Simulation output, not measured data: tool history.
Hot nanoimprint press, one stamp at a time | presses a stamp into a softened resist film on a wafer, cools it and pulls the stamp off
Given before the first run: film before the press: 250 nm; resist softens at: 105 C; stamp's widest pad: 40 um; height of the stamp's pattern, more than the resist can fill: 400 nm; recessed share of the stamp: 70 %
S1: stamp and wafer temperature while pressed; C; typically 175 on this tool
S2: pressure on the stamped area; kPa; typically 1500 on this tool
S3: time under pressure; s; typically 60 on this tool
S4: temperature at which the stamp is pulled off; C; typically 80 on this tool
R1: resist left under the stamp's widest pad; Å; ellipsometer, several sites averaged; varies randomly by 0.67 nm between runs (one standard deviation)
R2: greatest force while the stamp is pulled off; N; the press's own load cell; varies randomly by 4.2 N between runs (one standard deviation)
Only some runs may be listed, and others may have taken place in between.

{"run": 1, "day": 0.0, "S1": 175, "S2": 1500, "S3": 60, "S4": 80, "R1": 1340, "R2": 329}
{"run": 2, "day": 0.683, "S1": 175, "S2": 1500, "S3": 60, "S4": 80, "R1": 1342, "R2": 328}
{"run": 3, "day": 1.329, "S1": 175, "S2": 1500, "S3": 60, "S4": 80, "R1": 1346, "R2": 331}
{"run": 4, "day": 2.104, "S1": 175, "S2": 1500, "S3": 60, "S4": 80, "R1": 1335, "R2": 345}
{"run": 5, "day": 3.179, "S1": 175, "S2": 1500, "S3": 104, "S4": 80, "R1": 1125, "R2": 357}
{"run": 6, "day": 4.267, "S1": 175, "S2": 1500, "S3": 60, "S4": 86, "R1": 1338, "R2": 343}
{"run": 7, "day": 5.6, "S1": 175, "S2": 1500, "S3": 60, "S4": 86, "R1": 1317, "R2": 369}
{"run": 8, "day": 6.767, "S1": 175, "S2": 1500, "S3": 60, "S4": 86, "R1": 1319, "R2": 381}
{"run": 9, "day": 8.454, "S1": 175, "S2": 1500, "S3": 60, "S4": 86, "R1": 1281, "R2": 365}
{"run": 10, "day": 9.483, "S1": 175, "S2": 1390, "S3": 60, "S4": 80, "R1": 1336, "R2": 393}
{"run": 11, "day": 10.538, "S1": 175, "S2": 1540, "S3": 60, "S4": 80, "R1": 1235, "R2": 413}
{"run": 12, "day": 12.062, "S1": 175, "S2": 1500, "S3": 60, "S4": 80, "R1": 1306, "R2": 217}
{"run": 13, "day": 12.967, "S1": 175, "S2": 1500, "S3": 60, "S4": 80, "R1": 1301, "R2": 213}
{"run": 14, "day": 13.862, "S1": 175, "S2": 1500, "S3": 60, "S4": 74, "R1": 1308, "R2": 237}
{"run": 15, "day": 14.733, "S1": 175, "S2": 1500, "S3": 60, "S4": 74, "R1": 1305, "R2": 248}
{"run": 16, "day": 16.029, "S1": 175, "S2": 1500, "S3": 60, "S4": 74, "R1": 1292, "R2": 249}
{"run": 17, "day": 17.146, "S1": 177, "S2": 1500, "S3": 113, "S4": 70, "R1": 977, "R2": 271}
{"run": 18, "day": 18.283, "S1": 177, "S2": 1500, "S3": 113, "S4": 70, "R1": 957, "R2": 277}
{"run": 19, "day": 19.608, "S1": 175, "S2": 1140, "S3": 60, "S4": 80, "R1": 1466, "R2": 270}
{"run": 20, "day": 20.942, "S1": 175, "S2": 1140, "S3": 82, "S4": 67, "R1": 1342, "R2": 314}
{"run": 21, "day": 21.783, "S1": 183, "S2": 1100, "S3": 97, "S4": 82, "R1": 933, "R2": 276}
{"run": 22, "day": 22.592, "S1": 183, "S2": 1440, "S3": 97, "S4": 85, "R1": 799, "R2": 279}
{"run": 23, "day": 23.675, "S1": 165, "S2": 1440, "S3": 97, "S4": 85, "R1": 1686, "R2": 289}
{"run": 24, "day": 24.354, "S1": 184, "S2": 1360, "S3": 107, "S4": 83, "R1": 768, "R2": 305}
{"run": 25, "day": 25.438, "S1": 183, "S2": 1500, "S3": 75, "S4": 80, "R1": 857, "R2": 305}
{"run": 26, "day": 26.525, "S1": 183, "S2": 1500, "S3": 75, "S4": 80, "R1": 842, "R2": 323}
{"run": 27, "day": 27.296, "S1": 174, "S2": 2120, "S3": 60, "S4": 80, "R1": 1092, "R2": 343}
{"run": 28, "day": 28.467, "S1": 174, "S2": 2120, "S3": 53, "S4": 74, "R1": 1140, "R2": 356}
{"run": 29, "day": 29.408, "S1": 173, "S2": 1310, "S3": 55, "S4": 77, "R1": 1495, "R2": 355}
{"run": 30, "day": 30.358, "S1": 173, "S2": 1310, "S3": 55, "S4": 77, "R1": 1491, "R2": 371}

Not shown: 4 entries that the log had between the listed runs. Between which runs, and how does the tool's hidden state differ before and after?
Runs 8 to 9: press's hydraulic seals changed and the load cell set to zero (day 8.408)
  true temperature over the reading, C: 0.35 -> 0.45; pressure that arrives at the usual setting, %: 95.15 -> 100.07; grip of the stamp's worn release coat, % over a new coat's: 86.1 -> 92
  measured result minus the result with no hidden state, R1: +15 -> -24 Å; R2: +176 -> +174 N
Runs 10 to 11: plate thermocouple calibrated (day 9.725)
  true temperature over the reading, C: 0.52 -> 0.91; pressure that arrives at the usual setting, %: 99.99 -> 99.9; grip of the stamp's worn release coat, % over a new coat's: 96.5 -> 100.7
  measured result minus the result with no hidden state, R1: -28 -> -47 Å; R2: +193 -> +205 N
Runs 11 to 12: stamp cleaned and given a new release coat (day 10.888); plate thermocouple calibrated, once more (day 11.896)
  true temperature over the reading, C: 0.91 -> -0.03; pressure that arrives at the usual setting, %: 99.9 -> 99.8; grip of the stamp's worn release coat, % over a new coat's: 100.7 -> 3.6
  measured result minus the result with no hidden state, R1: -47 -> +3 Å; R2: +205 -> +7 N

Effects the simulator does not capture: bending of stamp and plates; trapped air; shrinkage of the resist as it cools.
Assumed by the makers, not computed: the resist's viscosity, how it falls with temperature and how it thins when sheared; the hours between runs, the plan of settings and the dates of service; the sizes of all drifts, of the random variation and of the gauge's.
